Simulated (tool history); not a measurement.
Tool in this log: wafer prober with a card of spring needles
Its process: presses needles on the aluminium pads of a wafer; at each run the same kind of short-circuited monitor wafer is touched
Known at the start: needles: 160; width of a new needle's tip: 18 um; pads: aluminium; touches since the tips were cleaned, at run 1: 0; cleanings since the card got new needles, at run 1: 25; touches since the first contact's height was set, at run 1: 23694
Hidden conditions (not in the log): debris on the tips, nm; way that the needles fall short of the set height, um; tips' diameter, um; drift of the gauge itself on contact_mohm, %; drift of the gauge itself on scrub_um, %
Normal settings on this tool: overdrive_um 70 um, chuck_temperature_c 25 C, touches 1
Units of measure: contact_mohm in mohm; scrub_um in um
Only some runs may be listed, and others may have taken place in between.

run	hour	overdrive_um	chuck_temperature_c	touches	touches since the tips were cleaned	cleanings since the card got new needles	touches since the first contact's height was set	contact_mohm	scrub_um
1	0.0	70	25	1	0	25	23694	202	8.55
# hour 16.5: tips cleaned on abrasive film
# hour 32.8: tips cleaned on abrasive film
2	41.1	70	25	1	4688	27	46821	222	8.53
# hour 50.2: tips cleaned on abrasive film
# hour 68.5: tips cleaned on abrasive film
3	73.8	70	25	1	2979	29	65175	219	8.53
# hour 87.4: tips cleaned on abrasive film
# hour 103.3: tips cleaned on abrasive film
# hour 120.2: tips cleaned on abrasive film
4	120.2	70	25	1	0	32	91197	202	8.49
# hour 136.4: tips cleaned on abrasive film
5	145.8	70	25	1	5265	33	105604	218	8.49
# hour 151.9: tips cleaned on abrasive film
# hour 168.8: tips cleaned on abrasive film
6	169.8	70	25	1	556	35	119054	208	8.48
# hour 185.8: tips cleaned on abrasive film
7	190.6	70	25	1	2720	36	130769	219	8.47
# hour 201.1: tips cleaned on abrasive film
8	212.3	70	25	1	6328	37	142992	224	8.47
# hour 218.8: tips cleaned on abrasive film
# hour 236.8: tips cleaned on abrasive film
# hour 252.6: tips cleaned on abrasive film
9	252.6	70	25	1	0	40	165595	202	8.45
# hour 271.1: tips cleaned on abrasive film
# hour 289.2: tips cleaned on abrasive film
10	303.0	70	25	1	7843	42	193973	224	8.44
# hour 305.7: tips cleaned on abrasive film
# hour 322.6: tips cleaned on abrasive film
# hour 338.6: tips cleaned on abrasive film
11	338.6	76	25	1	0	45	213903	199	9.12
# hour 355.0: tips cleaned on abrasive film
12	360.7	76	25	1	3228	46	226355	218	9.12
# hour 364.8: height of the first contact set anew
# hour 371.1: tips cleaned on abrasive film
# hour 386.5: tips cleaned on abrasive film
13	388.3	76	25	1	1011	48	13128	208	9.31
# hour 403.5: tips cleaned on abrasive film
14	416.0	76	25	1	7054	49	28753	223	9.26
# hour 419.9: tips cleaned on abrasive film
# hour 437.7: tips cleaned on abrasive film
# hour 453.8: tips cleaned on abrasive film
15	455.3	70	25	1	835	52	50771	208	8.52
# hour 471.0: tips cleaned on abrasive film
# hour 486.9: tips cleaned on abrasive film
16	486.9	74	37	1	0	54	68528	201	9.02
# hour 504.2: tips cleaned on abrasive film
# hour 521.5: tips cleaned on abrasive film
17	533.8	74	37	1	6915	56	94892	231	8.97
# hour 537.6: tips cleaned on abrasive film
# hour 553.6: tips cleaned on abrasive film
# hour 571.6: tips cleaned on abrasive film
18	580.6	74	37	1	5063	59	121185	225	8.96
# hour 587.0: tips cleaned on abrasive film
# hour 603.0: tips cleaned on abrasive film
# hour 619.0: tips cleaned on abrasive film
19	619.3	70	28	1	173	62	142905	204	8.43
# hour 637.3: tips cleaned on abrasive film
20	651.4	70	28	1	7943	63	160971	227	8.43
# hour 654.9: tips cleaned on abrasive film
# hour 671.0: tips cleaned on abrasive film
21	679.7	70	28	1	4928	65	176869	223	8.42
# hour 689.6: tips cleaned on abrasive film
# hour 706.1: tips cleaned on abrasive film
22	717.8	87	53	2	6603	67	198253	215	10.49
# hour 725.0: tips cleaned on abrasive film
23	739.2	52	32	2	8046	68	210304	232	6.21
# hour 743.1: tips cleaned on abrasive film
# hour 758.6: tips cleaned on abrasive film
# hour 773.2: height of the first contact set anew
# hour 776.0: tips cleaned on abrasive film
24	783.1	52	32	2	4034	71	5581	230	6.38
# hour 794.1: tips cleaned on abrasive film
# hour 811.4: tips cleaned on abrasive film
# hour 828.0: tips cleaned on abrasive film
25	828.0	65	32	1	0	74	30783	208	7.94
# hour 844.5: tips cleaned on abrasive film
# hour 862.2: tips cleaned on abrasive film
26	876.6	65	32	1	8122	76	58112	233	7.95
# hour 880.5: tips cleaned on abrasive film
# hour 897.8: tips cleaned on abrasive film
# hour 915.3: tips cleaned on abrasive film
27	919.7	77	96	2	2465	79	82299	223	9.36
# hour 931.2: tips cleaned on abrasive film
# hour 949.4: tips cleaned on abrasive film
28	949.4	73	92	2	0	81	98963	219	8.85
# hour 964.7: tips cleaned on abrasive film
# hour 981.7: tips cleaned on abrasive film
29	981.7	55	30	3	0	83	117085	207	6.64
# hour 997.3: tips cleaned on abrasive film
# hour 1012.7: tips cleaned on abrasive film
30	1024.3	55	30	3	6585	85	141088	216	6.62

Forecast each of these 3 alternatives for the next run:
# hour 1028.2: tips cleaned on abrasive film
# hour 1044.2: tips cleaned on abrasive film
# hour 1060.6: tips cleaned on abrasive film
A	1066.0	68	30	2	3066	88	164478	?	?
# hour 1028.2: tips cleaned on abrasive film
# hour 1044.2: tips cleaned on abrasive film
# hour 1060.6: tips cleaned on abrasive film
B	1066.0	55	51	2	3066	88	164478	?	?
# hour 1028.2: tips cleaned on abrasive film
# hour 1044.2: tips cleaned on abrasive film
# hour 1060.6: tips cleaned on abrasive film
C	1066.0	75	45	2	3066	88	164478	?	?

run	contact_mohm	scrub_um
A	214	8.18
B	237	6.58
C	217	9.09
With no hidden state in the tool, these same runs would have given:
run	contact_mohm	scrub_um
A	198	8.32
B	213	6.72
C	204	9.23

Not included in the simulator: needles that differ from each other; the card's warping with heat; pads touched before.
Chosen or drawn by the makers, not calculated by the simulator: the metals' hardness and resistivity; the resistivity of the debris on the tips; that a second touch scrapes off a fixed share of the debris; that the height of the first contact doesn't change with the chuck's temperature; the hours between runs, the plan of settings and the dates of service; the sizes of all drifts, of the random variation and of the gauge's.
